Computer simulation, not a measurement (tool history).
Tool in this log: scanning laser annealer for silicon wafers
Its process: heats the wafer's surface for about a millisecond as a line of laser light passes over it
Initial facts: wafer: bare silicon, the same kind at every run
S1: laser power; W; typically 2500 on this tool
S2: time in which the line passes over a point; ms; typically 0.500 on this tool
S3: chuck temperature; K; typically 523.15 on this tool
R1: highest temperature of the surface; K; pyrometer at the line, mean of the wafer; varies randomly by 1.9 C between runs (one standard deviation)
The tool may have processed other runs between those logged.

Run 1, hour 0.0: usual settings. Result: R1 1338.15 K.
Run 2, hour 33.2: usual settings. Result: R1 1335.15 K.
Run 3, hour 88.1: usual settings but S3 537.15 K. Result: R1 1348.15 K.
Run 4, hour 129.5: usual settings but S2 0.457 ms. Result: R1 1304.15 K.
Run 5, hour 196.3: usual settings but S2 0.457 ms. Result: R1 1331.15 K.
Run 6, hour 228.4: usual settings but S2 0.457 ms. Result: R1 1329.15 K.
Run 7, hour 281.7: usual settings but S2 0.457 ms. Result: R1 1329.15 K.
Run 8, hour 312.8: usual settings but S2 0.492 ms. Result: R1 1356.15 K.
Run 9, hour 364.7: usual settings but S1 2691 W, S2 0.607 ms, S3 539.15 K. Result: R1 1521.15 K.
Run 10, hour 414.2: usual settings but S1 2387 W, S2 0.367 ms. Result: R1 1213.15 K.
Run 11, hour 447.1: usual settings but S1 2540 W, S2 0.367 ms, S3 507.15 K. Result: R1 1245.15 K.
Run 12, hour 507.4: usual settings but S1 2540 W, S2 0.367 ms, S3 507.15 K. Result: R1 1244.15 K.
Run 13, hour 536.4: usual settings but S1 2540 W, S2 0.367 ms, S3 507.15 K. Result: R1 1246.15 K.
Run 14, hour 583.0: usual settings but S1 2540 W, S2 0.367 ms, S3 507.15 K. Result: R1 1243.15 K.
Run 15, hour 650.3: usual settings but S1 2540 W, S2 0.396 ms, S3 507.15 K. Result: R1 1262.15 K.
Run 16, hour 714.0: usual settings but S1 2574 W, S2 0.467 ms, S3 550.15 K. Result: R1 1377.15 K.

Removed from this log: 1 entry logged between the listed runs. Between which two listed runs does each belong, and how does the tool's hidden state at the listed run before it compare with that at the listed run after it?
After run 4, before run 5: window over the wafer cleaned (hour 176.1)
  light that passes the window, % of a clean one's: 96.85 -> 99.91; laser's true power over the reading, %: 0.9 -> 0.93; width of the line over the set one, %: 0.37 -> 0.42
  measured result minus the result with no hidden state, R1: -22.00 -> +5.00 K
